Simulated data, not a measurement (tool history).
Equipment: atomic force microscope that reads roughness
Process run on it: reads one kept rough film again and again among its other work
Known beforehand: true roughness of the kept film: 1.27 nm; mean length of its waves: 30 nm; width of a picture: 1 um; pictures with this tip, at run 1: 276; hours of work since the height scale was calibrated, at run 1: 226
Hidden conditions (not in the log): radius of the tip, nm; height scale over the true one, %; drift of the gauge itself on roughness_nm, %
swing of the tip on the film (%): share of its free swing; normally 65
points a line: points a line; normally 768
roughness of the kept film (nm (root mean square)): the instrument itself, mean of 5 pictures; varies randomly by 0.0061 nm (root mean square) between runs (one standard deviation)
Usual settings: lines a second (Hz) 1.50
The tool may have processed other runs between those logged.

run     day  lines a second (Hz)  swing of the tip on the film (%)  points a line  pictures with this tip  hours of work since the height scale was calibrated  roughness of the kept film (nm (root mean square))
  1   0.000                 1.50                                65            768                     276                                                  226                                               1.154
  2   0.408                 1.50                                65            768                     287                                                  232                                               1.145
  3   0.771                 1.50                                60            768                     296                                                  237                                               1.167
  4   0.992                 1.50                                60            768                     302                                                  240                                               1.179
      1.417  -- new tip fitted
  5   1.462                 1.50                                84            768                       1                                                  247                                               1.107
  6   1.858                 1.50                                84            768                      11                                                  252                                               1.117
  7   2.067                 1.50                                84            768                      17                                                  255                                               1.112
  8   2.412                 1.50                                65            768                      26                                                  260                                               1.171
  9   2.829                 1.50                                65            284                      37                                                  266                                               1.151
 10   3.312                 1.50                                65            284                      49                                                  273                                               1.155
 11   3.575                 1.50                                65            768                      56                                                  277                                               1.163
 12   3.767                 1.50                                65            768                      61                                                  280                                               1.162
 13   4.196                 1.50                                65            768                      72                                                  286                                               1.166
 14   4.492                 1.50                                65            768                      80                                                  290                                               1.162
 15   4.688                 1.50                                65            853                      85                                                  293                                               1.162
 16   5.029                 1.50                                65            853                      94                                                  298                                               1.159
 17   5.262                 1.50                                65            853                     100                                                  301                                               1.156
 18   5.596                 1.50                                65            768                     109                                                  306                                               1.153
 19   6.042                 1.50                                65            768                     121                                                  313                                               1.172
 20   6.250                 1.50                                65            768                     126                                                  316                                               1.164
 21   6.696                 1.50                                65            364                     138                                                  322                                               1.149
 22   7.117                 1.50                                65            364                     149                                                  328                                               1.146
 23   7.367                 1.50                                65            364                     155                                                  332                                               1.161
 24   7.833                 1.50                                65            768                     168                                                  338                                               1.164
 25   8.058                 1.50                                65            768                     173                                                  342                                               1.169
 26   8.446                 1.50                                65            768                     184                                                  347                                               1.160
 27   8.933                 1.50                                65            768                     196                                                  354                                               1.144
 28   9.188                 1.49                                65            631                     203                                                  358                                               1.164
 29   9.575                 1.49                                65            631                     213                                                  364                                               1.156
 30   9.871                 3.31                                59            999                     221                                                  368                                               1.155
 31  10.312                 1.52                                90            768                     233                                                  374                                               1.085
 32  10.754                 0.85                                60            648                     244                                                  381                                               1.187
 33  11.183                 0.85                                60            648                     255                                                  387                                               1.177
 34  11.633                 0.85                                60            648                     267                                                  393                                               1.174
 35  12.067                 1.78                                56            448                     278                                                  399                                               1.163
 36  12.479                 2.98                                65            560                     289                                                  405                                               1.123
 37  12.754                 1.37                                72            615                     296                                                  409                                               1.152
 38  13.183                 1.37                                72            615                     308                                                  415                                               1.145
     13.400  -- new tip fitted
 39  13.658                 3.38                                85            376                       7                                                  422                                               0.997
 40  13.962                 1.50                                75            768                      15                                                  426                                               1.141
 41  14.275                 1.50                                56            378                      23                                                  431                                               1.182
 42  14.662                 0.68                                71            333                      33                                                  437                                               1.156
 43  14.912                 3.80                                85            766                      39                                                  440                                               0.984
 44  15.188                 3.80                                85            766                      47                                                  444                                               0.983
 45  15.467                 3.80                                85            766                      54                                                  448                                               0.977
 46  15.842                 3.80                                85            766                      64                                                  453                                               0.979
 47  16.150                 3.38                                65            293                      72                                                  458                                               1.115
 48  16.417                 1.11                                65            394                      79                                                  462                                               1.171
 49  16.646                 2.26                                79            403                      85                                                  465                                               1.102
 50  17.112                 1.87                                88            419                      97                                                  472                                               1.062
 51  17.500                 1.41                                76            349                     107                                                  477                                               1.121
 52  17.712                 3.39                                57            304                     113                                                  480                                               1.153
 53  17.912                 3.39                                57            304                     118                                                  483                                               1.150

Each row is a separate what-if for the run after 53, all from the same tool condition, not one after another. Results?
  A  18.112                 0.53                                65            768                     123                                                  486                                                   ?
  B  18.112                 3.64                                61            511                     123                                                  486                                                   ?
  C  18.112                 1.50                                72            768                     123                                                  486                                                   ?
  D  18.112                 3.39                                75            336                     123                                                  486                                                   ?

run  roughness of the kept film (nm (root mean square))
  A                                               1.183
  B                                               1.136
  C                                               1.152
  D                                               1.074
Without the tool's hidden state the same runs would have given:
run  roughness of the kept film (nm (root mean square))
  A                                               1.186
  B                                               1.139
  C                                               1.154
  D                                               1.076
